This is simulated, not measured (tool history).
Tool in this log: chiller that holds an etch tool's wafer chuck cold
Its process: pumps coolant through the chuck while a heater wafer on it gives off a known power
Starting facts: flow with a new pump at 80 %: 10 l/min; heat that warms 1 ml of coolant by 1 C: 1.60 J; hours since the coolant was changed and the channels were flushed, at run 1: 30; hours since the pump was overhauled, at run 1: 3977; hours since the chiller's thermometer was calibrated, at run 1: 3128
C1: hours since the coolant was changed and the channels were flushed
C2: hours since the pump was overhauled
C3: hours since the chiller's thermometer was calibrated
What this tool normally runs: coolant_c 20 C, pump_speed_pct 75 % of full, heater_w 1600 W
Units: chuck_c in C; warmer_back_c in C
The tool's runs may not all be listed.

run 1 day=0.000 | coolant_c=20 pump_speed_pct=75 heater_w=1600 | C1=30 C2=3977 C3=3128 | chuck_c=32.75 warmer_back_c=6.64
run 2 day=5.983 | coolant_c=20 pump_speed_pct=75 heater_w=1600 | C1=173 C2=4121 C3=3272 | chuck_c=32.59 warmer_back_c=6.64
run 3 day=10.371 | coolant_c=20 pump_speed_pct=75 heater_w=1600 | C1=278 C2=4226 C3=3377 | chuck_c=32.82 warmer_back_c=6.70
run 4 day=14.867 | coolant_c=20 pump_speed_pct=75 heater_w=1600 | C1=386 C2=4334 C3=3485 | chuck_c=32.74 warmer_back_c=6.64
run 5 day=21.050 | coolant_c=20 pump_speed_pct=77 heater_w=1600 | C1=535 C2=4482 C3=3633 | chuck_c=32.60 warmer_back_c=6.55
-- day=21.646 chiller's thermometer calibrated
run 6 day=25.358 | coolant_c=22 pump_speed_pct=91 heater_w=812 | C1=637 C2=4585 C3=89 | chuck_c=27.83 warmer_back_c=2.81
run 7 day=31.104 | coolant_c=22 pump_speed_pct=91 heater_w=812 | C1=775 C2=4722 C3=227 | chuck_c=27.91 warmer_back_c=2.80

Run 8 is up next; what results do you expect?
run 8 day=37.062 | coolant_c=22 pump_speed_pct=91 heater_w=812 | C1=918 C2=4865 C3=370 | chuck_c=? warmer_back_c=?

Run 8 gave chuck_c 27.76 C, warmer_back_c 2.80 C.
Had the tool carried no hidden state, the very same run would have given chuck_c 27.46 C, warmer_back_c 2.67 C.
